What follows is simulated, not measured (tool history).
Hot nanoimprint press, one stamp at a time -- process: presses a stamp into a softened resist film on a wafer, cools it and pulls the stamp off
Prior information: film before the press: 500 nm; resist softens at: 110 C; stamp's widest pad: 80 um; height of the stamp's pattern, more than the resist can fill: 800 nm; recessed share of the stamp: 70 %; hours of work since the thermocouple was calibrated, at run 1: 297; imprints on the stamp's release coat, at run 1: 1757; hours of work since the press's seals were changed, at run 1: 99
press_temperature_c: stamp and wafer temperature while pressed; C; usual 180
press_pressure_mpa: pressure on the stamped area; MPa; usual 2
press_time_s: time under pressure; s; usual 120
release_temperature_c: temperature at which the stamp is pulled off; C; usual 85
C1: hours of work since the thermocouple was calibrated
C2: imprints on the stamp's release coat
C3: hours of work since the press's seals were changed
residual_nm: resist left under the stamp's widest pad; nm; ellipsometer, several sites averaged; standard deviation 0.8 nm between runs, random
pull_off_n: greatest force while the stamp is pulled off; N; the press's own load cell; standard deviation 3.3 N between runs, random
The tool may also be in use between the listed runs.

Run 1, day 0: usual settings; C1 297; C2 1757; C3 99. Result: residual_nm 219.9 nm, pull_off_n 237 N.
Run 2, day 0.212: usual settings but release_temperature_c 78 C; C1 301; C2 1774; C3 102. Result: residual_nm 221.5 nm, pull_off_n 252 N.
Run 3, day 0.562: usual settings but release_temperature_c 78 C; C1 307; C2 1802; C3 109. Result: residual_nm 221.5 nm, pull_off_n 259 N.
Run 4, day 0.862: usual settings but release_temperature_c 78 C; C1 312; C2 1826; C3 114. Result: residual_nm 221.6 nm, pull_off_n 267 N.
Run 5, day 1.054: usual settings but release_temperature_c 93 C; C1 316; C2 1842; C3 117. Result: residual_nm 221.9 nm, pull_off_n 219 N.
Run 6, day 1.458: usual settings; C1 323; C2 1875; C3 125. Result: residual_nm 220.6 nm, pull_off_n 247 N.
At day 1.725: stamp cleaned and given a new release coat.
Run 7, day 2.088: usual settings; C1 330; C2 30; C3 132. Result: residual_nm 223.6 nm, pull_off_n 158 N.
Run 8, day 2.346: usual settings but press_temperature_c 175 C; C1 334; C2 51; C3 136. Result: residual_nm 280.3 nm, pull_off_n 159 N.
Run 9, day 2.733: usual settings but release_temperature_c 70 C; C1 341; C2 82; C3 143. Result: residual_nm 223.3 nm, pull_off_n 185 N.
Run 10, day 3.088: usual settings but release_temperature_c 70 C; C1 348; C2 111; C3 149. Result: residual_nm 222.6 nm, pull_off_n 196 N.
At day 3.246: plate thermocouple calibrated.
Run 11, day 3.517: usual settings but release_temperature_c 70 C; C1 5; C2 135; C3 155. Result: residual_nm 228.1 nm, pull_off_n 193 N.
Run 12, day 3.712: usual settings but release_temperature_c 70 C; C1 8; C2 151; C3 158. Result: residual_nm 227.2 nm, pull_off_n 188 N.
Run 13, day 4.008: usual settings; C1 14; C2 175; C3 164. Result: residual_nm 228.9 nm, pull_off_n 172 N.
Run 14, day 4.425: usual settings but press_time_s 210 s; C1 21; C2 209; C3 171. Result: residual_nm 180.8 nm, pull_off_n 165 N.
Run 15, day 4.596: usual settings; C1 24; C2 223; C3 174. Result: residual_nm 228.4 nm, pull_off_n 168 N.
Run 16, day 4.929: usual settings; C1 30; C2 250; C3 180. Result: residual_nm 227.9 nm, pull_off_n 170 N.
Run 17, day 5.283: usual settings but press_pressure_mpa 1.64 MPa, press_time_s 69 s, release_temperature_c 79 C; C1 36; C2 279; C3 186. Result: residual_nm 298.2 nm, pull_off_n 182 N.
At day 5.55: plate thermocouple calibrated, once more.
Run 18, day 5.633: usual settings but press_temperature_c 182 C, press_time_s 95 s; C1 2; C2 297; C3 190. Result: residual_nm 209.9 nm, pull_off_n 166 N.
Run 19, day 5.808: usual settings but press_temperature_c 182 C, press_time_s 95 s; C1 5; C2 311; C3 193. Result: residual_nm 209 nm, pull_off_n 167 N.
Run 20, day 6.033: usual settings but press_temperature_c 182 C, press_pressure_mpa 1.28 MPa, press_time_s 63 s; C1 9; C2 329; C3 197. Result: residual_nm 289.5 nm, pull_off_n 170 N.
Run 21, day 6.375: usual settings but press_temperature_c 182 C, press_pressure_mpa 1.28 MPa, press_time_s 63 s; C1 15; C2 357; C3 204. Result: residual_nm 290.3 nm, pull_off_n 169 N.
Run 22, day 6.671: usual settings but press_pressure_mpa 1.61 MPa, release_temperature_c 91 C; C1 20; C2 381; C3 209. Result: residual_nm 232.5 nm, pull_off_n 159 N.
Run 23, day 6.979: usual settings but press_pressure_mpa 1.61 MPa, release_temperature_c 91 C; C1 26; C2 406; C3 214. Result: residual_nm 231 nm, pull_off_n 165 N.
Run 24, day 7.267: usual settings but press_pressure_mpa 2.29 MPa, press_time_s 140 s, release_temperature_c 77 C; C1 31; C2 429; C3 219. Result: residual_nm 188.1 nm, pull_off_n 198 N.
Run 25, day 7.454: usual settings but press_pressure_mpa 2.29 MPa, press_time_s 140 s, release_temperature_c 77 C; C1 34; C2 445; C3 223. Result: residual_nm 188.4 nm, pull_off_n 190 N.
Run 26, day 7.633: usual settings but press_pressure_mpa 2.28 MPa, press_time_s 140 s, release_temperature_c 77 C; C1 37; C2 459; C3 226. Result: residual_nm 187.8 nm, pull_off_n 189 N.
Run 27, day 7.954: usual settings but press_pressure_mpa 2.28 MPa, press_time_s 84 s, release_temperature_c 83 C; C1 43; C2 485; C3 232. Result: residual_nm 230.8 nm, pull_off_n 179 N.
Run 28, day 8.362: usual settings but press_pressure_mpa 1.59 MPa, press_time_s 117 s; C1 50; C2 518; C3 239. Result: residual_nm 236.9 nm, pull_off_n 177 N.
Run 29, day 8.7: usual settings but press_temperature_c 189 C, press_pressure_mpa 2.88 MPa; C1 56; C2 546; C3 245. Result: residual_nm 113.1 nm, pull_off_n 182 N.
Run 30, day 8.996: usual settings but press_temperature_c 170 C, press_pressure_mpa 2.06 MPa, press_time_s 71 s; C1 62; C2 570; C3 250. Result: residual_nm 379.8 nm, pull_off_n 178 N.

Branching from run 30: 3 alternative next runs. What would each branch give?
Run A, day 9.4: usual settings but press_temperature_c 179 C, press_pressure_mpa 3.2 MPa, press_time_s 71 s, release_temperature_c 89 C; C1 69; C2 602; C3 258. Result: residual_nm ?, pull_off_n ?.
Run B, day 9.4: usual settings but press_time_s 72 s, release_temperature_c 83 C; C1 69; C2 602; C3 258. Result: residual_nm ?, pull_off_n ?.
Run C, day 9.4: usual settings but press_time_s 75 s; C1 69; C2 602; C3 258. Result: residual_nm ?, pull_off_n ?.

run  residual_nm  pull_off_n
  A        227.2         180
  B          259         181
  C        254.7         184
The same runs, with their run-to-run variation unchanged, on a tool lacking any hidden condition would have given:
run  residual_nm  pull_off_n
  A        225.6         154
  B        258.4         155
  C        254.1         157
